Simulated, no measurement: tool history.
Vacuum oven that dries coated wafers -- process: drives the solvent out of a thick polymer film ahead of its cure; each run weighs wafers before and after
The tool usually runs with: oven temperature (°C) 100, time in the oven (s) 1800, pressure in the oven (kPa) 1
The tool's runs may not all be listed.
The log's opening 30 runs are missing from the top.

run	hour	oven temperature (°C)	time in the oven (s)	pressure in the oven (kPa)	solvent left in the film (%)
31	301.7	108	1320	1.8	1.26
32	310.1	108	1320	1.01	0.93
33	315.7	100	1080	0.96	2.74
34	323.3	111	2760	2.62	1.02
35	330.6	111	2340	0.52	0.22
36	336.6	100	3060	1	0.64
37	344.7	88	1560	1	4.17
38	352.5	88	1620	0.88	3.9
39	364.7	88	1620	0.87	3.91
40	372.5	88	1620	0.87	3.92
41	385.3	112	1800	1	0.42
42	396.3	113	1140	2.01	1.09
43	405.1	87	1800	3.46	5.71
44	418.6	94	1800	3.46	3.75
45	428.1	102	1140	1.5	2.36

Here are 4 independent what-if runs from the current tool condition. What would each one return?
A	436.4	95	1800	1.66	?
B	436.4	87	2640	1	?
C	436.4	100	1560	2.52	?
D	436.4	110	1440	0.8	?

run	solvent left in the film (%)
A	2.38
B	2.31
C	2.36
D	0.56
Without the tool's unlogged condition, the same runs would have read:
run	solvent left in the film (%)
A	2.37
B	2.31
C	2.36
D	0.56
